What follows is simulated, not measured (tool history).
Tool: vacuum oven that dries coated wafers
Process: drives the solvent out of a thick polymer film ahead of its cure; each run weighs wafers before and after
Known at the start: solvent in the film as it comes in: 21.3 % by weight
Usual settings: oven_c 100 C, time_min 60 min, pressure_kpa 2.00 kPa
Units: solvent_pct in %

{"run": 1, "day": 0.0, "oven_c": 100, "time_min": 60, "pressure_kpa": 2.0, "solvent_pct": 6.13}
{"run": 2, "day": 2.483, "oven_c": 106, "time_min": 60, "pressure_kpa": 2.0, "solvent_pct": 3.81}
{"run": 3, "day": 4.375, "oven_c": 100, "time_min": 60, "pressure_kpa": 2.0, "solvent_pct": 6.23}
{"run": 4, "day": 6.779, "oven_c": 100, "time_min": 60, "pressure_kpa": 2.0, "solvent_pct": 6.11}
{"run": 5, "day": 9.496, "oven_c": 100, "time_min": 60, "pressure_kpa": 2.0, "solvent_pct": 6.11}
{"run": 6, "day": 12.183, "oven_c": 100, "time_min": 60, "pressure_kpa": 2.0, "solvent_pct": 6.18}
{"run": 7, "day": 13.729, "oven_c": 100, "time_min": 60, "pressure_kpa": 2.0, "solvent_pct": 6.12}
{"run": 8, "day": 15.383, "oven_c": 100, "time_min": 60, "pressure_kpa": 2.0, "solvent_pct": 6.3}
{"run": 9, "day": 18.342, "oven_c": 92, "time_min": 60, "pressure_kpa": 2.0, "solvent_pct": 9.91}
{"run": 10, "day": 19.879, "oven_c": 92, "time_min": 60, "pressure_kpa": 2.0, "solvent_pct": 10.01}
{"run": 11, "day": 23.0, "oven_c": 92, "time_min": 60, "pressure_kpa": 2.0, "solvent_pct": 10.08}
{"run": 12, "day": 25.471, "oven_c": 92, "time_min": 60, "pressure_kpa": 2.0, "solvent_pct": 9.8}
{"run": 13, "day": 28.629, "oven_c": 92, "time_min": 60, "pressure_kpa": 2.0, "solvent_pct": 10.16}
{"run": 14, "day": 31.221, "oven_c": 92, "time_min": 60, "pressure_kpa": 2.0, "solvent_pct": 10.04}
{"run": 15, "day": 33.638, "oven_c": 92, "time_min": 60, "pressure_kpa": 2.0, "solvent_pct": 10.24}
{"run": 16, "day": 36.379, "oven_c": 92, "time_min": 60, "pressure_kpa": 2.0, "solvent_pct": 10.16}
{"run": 17, "day": 38.121, "oven_c": 100, "time_min": 60, "pressure_kpa": 1.42, "solvent_pct": 5.97}
{"day": 38.396, "done": "oven's thermocouples calibrated"}
{"run": 18, "day": 41.467, "oven_c": 100, "time_min": 60, "pressure_kpa": 1.42, "solvent_pct": 6.62}
{"run": 19, "day": 44.717, "oven_c": 100, "time_min": 60, "pressure_kpa": 1.42, "solvent_pct": 6.82}
{"run": 20, "day": 47.696, "oven_c": 100, "time_min": 60, "pressure_kpa": 1.42, "solvent_pct": 6.85}
{"day": 50.079, "done": "oven's thermocouples calibrated, once more"}
{"run": 21, "day": 50.596, "oven_c": 100, "time_min": 60, "pressure_kpa": 1.42, "solvent_pct": 4.72}
{"run": 22, "day": 53.604, "oven_c": 100, "time_min": 60, "pressure_kpa": 1.42, "solvent_pct": 4.76}
{"run": 23, "day": 55.225, "oven_c": 100, "time_min": 60, "pressure_kpa": 2.0, "solvent_pct": 5.36}
{"run": 24, "day": 57.654, "oven_c": 100, "time_min": 60, "pressure_kpa": 5.19, "solvent_pct": 8.5}
{"run": 25, "day": 59.229, "oven_c": 103, "time_min": 60, "pressure_kpa": 2.0, "solvent_pct": 4.29}
{"run": 26, "day": 62.208, "oven_c": 103, "time_min": 60, "pressure_kpa": 2.0, "solvent_pct": 4.29}
{"run": 27, "day": 64.9, "oven_c": 115, "time_min": 60, "pressure_kpa": 2.0, "solvent_pct": 1.84}
{"run": 28, "day": 67.192, "oven_c": 100, "time_min": 54, "pressure_kpa": 1.04, "solvent_pct": 4.96}
{"run": 29, "day": 68.779, "oven_c": 109, "time_min": 60, "pressure_kpa": 7.99, "solvent_pct": 7.54}
{"run": 30, "day": 71.662, "oven_c": 110, "time_min": 71, "pressure_kpa": 1.18, "solvent_pct": 1.68}
{"run": 31, "day": 74.467, "oven_c": 100, "time_min": 60, "pressure_kpa": 1.34, "solvent_pct": 4.88}
{"run": 32, "day": 77.458, "oven_c": 104, "time_min": 30, "pressure_kpa": 4.99, "solvent_pct": 9.8}
{"run": 33, "day": 80.733, "oven_c": 99, "time_min": 60, "pressure_kpa": 4.19, "solvent_pct": 8.16}
{"run": 34, "day": 82.762, "oven_c": 90, "time_min": 55, "pressure_kpa": 1.96, "solvent_pct": 10.83}
{"run": 35, "day": 85.733, "oven_c": 108, "time_min": 105, "pressure_kpa": 1.37, "solvent_pct": 1.83}
{"run": 36, "day": 88.829, "oven_c": 105, "time_min": 60, "pressure_kpa": 2.96, "solvent_pct": 4.76}
{"run": 37, "day": 90.462, "oven_c": 105, "time_min": 60, "pressure_kpa": 2.96, "solvent_pct": 4.69}
{"run": 38, "day": 92.154, "oven_c": 91, "time_min": 41, "pressure_kpa": 1.08, "solvent_pct": 10.79}
{"run": 39, "day": 95.408, "oven_c": 91, "time_min": 41, "pressure_kpa": 1.08, "solvent_pct": 11.05}
{"run": 40, "day": 97.625, "oven_c": 86, "time_min": 41, "pressure_kpa": 2.86, "solvent_pct": 14.36}
{"run": 41, "day": 99.462, "oven_c": 107, "time_min": 33, "pressure_kpa": 2.86, "solvent_pct": 6.45}
{"run": 42, "day": 101.825, "oven_c": 96, "time_min": 56, "pressure_kpa": 2.0, "solvent_pct": 7.82}
{"run": 43, "day": 105.204, "oven_c": 93, "time_min": 52, "pressure_kpa": 1.8, "solvent_pct": 9.31}
{"run": 44, "day": 107.204, "oven_c": 112, "time_min": 96, "pressure_kpa": 4.26, "solvent_pct": 3.78}
{"run": 45, "day": 110.433, "oven_c": 100, "time_min": 58, "pressure_kpa": 2.0, "solvent_pct": 6.0}
{"run": 46, "day": 113.604, "oven_c": 94, "time_min": 34, "pressure_kpa": 1.5, "solvent_pct": 10.97}

Measured less the same run without the tool's hidden state. The same run-to-run variation is in both; the gauge's scatter may not be:
The hidden state here: true wafer temperature over the reading, C; true pressure over the reading, kPa; drift of the gauge itself on solvent_pct, %.
run=1 solvent_pct=+1.06
run=2 solvent_pct=+0.79
run=3 solvent_pct=+1.10
run=4 solvent_pct=+1.12
run=5 solvent_pct=+1.14
run=6 solvent_pct=+1.18
run=7 solvent_pct=+1.19
run=8 solvent_pct=+1.25
run=9 solvent_pct=+1.39
run=10 solvent_pct=+1.43
run=11 solvent_pct=+1.47
run=12 solvent_pct=+1.47
run=13 solvent_pct=+1.54
run=14 solvent_pct=+1.56
run=15 solvent_pct=+1.59
run=16 solvent_pct=+1.62
run=17 solvent_pct=+1.45
run=18 solvent_pct=+2.26
run=19 solvent_pct=+2.36
run=20 solvent_pct=+2.33
run=21 solvent_pct=+0.23
run=22 solvent_pct=+0.26
run=23 solvent_pct=+0.28
run=24 solvent_pct=+0.28
run=25 solvent_pct=+0.31
run=26 solvent_pct=+0.34
run=27 solvent_pct=+0.29
run=28 solvent_pct=+0.39
run=29 solvent_pct=+0.34
run=30 solvent_pct=+0.39
run=31 solvent_pct=+0.49
run=32 solvent_pct=+0.38
run=33 solvent_pct=+0.55
run=34 solvent_pct=+0.62
run=35 solvent_pct=+0.50
run=36 solvent_pct=+0.57
run=37 solvent_pct=+0.58
run=38 solvent_pct=+0.62
run=39 solvent_pct=+0.67
run=40 solvent_pct=+0.67
run=41 solvent_pct=+0.59
run=42 solvent_pct=+0.80
run=43 solvent_pct=+0.82
run=44 solvent_pct=+0.56
run=45 solvent_pct=+0.85
run=46 solvent_pct=+0.77
